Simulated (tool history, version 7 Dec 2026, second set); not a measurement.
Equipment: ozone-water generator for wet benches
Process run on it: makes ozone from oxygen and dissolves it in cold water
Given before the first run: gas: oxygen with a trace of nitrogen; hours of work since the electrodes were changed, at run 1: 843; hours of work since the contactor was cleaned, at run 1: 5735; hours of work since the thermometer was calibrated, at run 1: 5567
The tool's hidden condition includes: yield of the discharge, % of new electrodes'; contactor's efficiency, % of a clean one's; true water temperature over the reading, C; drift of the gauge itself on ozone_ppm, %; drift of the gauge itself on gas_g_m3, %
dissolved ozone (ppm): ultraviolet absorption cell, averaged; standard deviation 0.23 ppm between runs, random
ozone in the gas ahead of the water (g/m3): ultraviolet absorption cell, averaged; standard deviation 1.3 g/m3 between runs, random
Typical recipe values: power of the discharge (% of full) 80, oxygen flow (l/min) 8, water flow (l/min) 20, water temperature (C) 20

run,hour,power of the discharge (% of full),oxygen flow (l/min),water flow (l/min),water temperature (C),hours of work since the electrodes were changed,hours of work since the contactor was cleaned,hours of work since the thermometer was calibrated,dissolved ozone (ppm),ozone in the gas ahead of the water (g/m3)
1,0,80,8,20,20,843,5735,5567,33.1,233.5
# hour 6: water thermometer calibrated
2,30.3,80,8,20,20,866,5758,18,33.6,233
3,68.7,80,8,20,20,895,5787,47,33.6,234.2
4,88.5,80,8,20,20,910,5802,62,33.6,230.9
5,104.4,80,8,20,20,922,5814,74,33.3,230.1
6,141.3,72,8,20,20,950,5842,102,30.7,217
7,165.5,72,8,20,20,968,5860,121,30.8,214.7
8,196.6,80,8,20,20,992,5883,144,33.2,230.9
9,233.6,80,8,20,20,1020,5911,172,33.3,231.5
10,269.6,80,8,20,20,1047,5939,199,33.6,231.2
11,307.2,80,8,20,20,1075,5967,228,33.4,231.4
12,340.9,80,8,20,20,1101,5993,253,33.1,229.4
13,361.1,80,8,20,20,1116,6008,268,33.5,231
14,390.9,80,8,20,20,1139,6030,291,33.4,232.2
15,418.6,80,6.75,20,20,1159,6051,312,32.9,244.1
16,451.2,80,6.75,20,20,1184,6076,337,32.8,245.2
17,474.9,80,6.75,20,20,1202,6094,354,32.7,243.6
18,502.7,80,4.27,32,20,1223,6115,375,19.7,284.2
19,523.9,80,4.27,32,20,1239,6131,391,19.7,284.9
20,562.2,90,8,16,17,1268,6160,420,43.8,253.3
21,594.5,90,8,19,17,1292,6184,445,38.9,253.2
22,611.4,59,8,20,19,1305,6197,458,27.1,184.2
23,638.5,52,8,20,24,1326,6218,478,22.2,167.3
24,654.9,80,8.36,20,16,1338,6230,491,35.8,226.6
25,671.5,80,5.33,20,20,1351,6242,503,31.6,264.5
26,693.7,80,5.33,12,20,1367,6259,520,43.6,264.6
27,711.5,81,5.33,15,21,1381,6273,533,37.8,265.7
28,727.5,81,9.1,15,20,1393,6285,545,39.7,221.9
29,761.8,40,4.48,15,19,1419,6311,571,22.3,166.9
30,789,40,10.2,15,23,1439,6331,592,21.7,127.8
31,816.5,45,11.04,15,14,1460,6352,613,28.7,135.7
32,854.3,45,11.04,15,14,1489,6381,641,28.8,133
33,874,45,11.04,15,14,1504,6396,656,28.8,135.8

3 ways to go on from here, each from the tool as it stands after run 33. What would each give?
A,908.2,53,8,20,22,1530,6421,682,?,?
B,908.2,52,8,23,21,1530,6421,682,?,?
C,908.2,80,12.9,25,20,1530,6421,682,?,?

run,dissolved ozone (ppm),ozone in the gas ahead of the water (g/m3)
A,23.7,170.9
B,21.5,166.5
C,29.6,196
With no hidden state in the tool, these same runs would have given:
run,dissolved ozone (ppm),ozone in the gas ahead of the water (g/m3)
A,24.7,174.2
B,22.4,169.7
C,31.1,201.3

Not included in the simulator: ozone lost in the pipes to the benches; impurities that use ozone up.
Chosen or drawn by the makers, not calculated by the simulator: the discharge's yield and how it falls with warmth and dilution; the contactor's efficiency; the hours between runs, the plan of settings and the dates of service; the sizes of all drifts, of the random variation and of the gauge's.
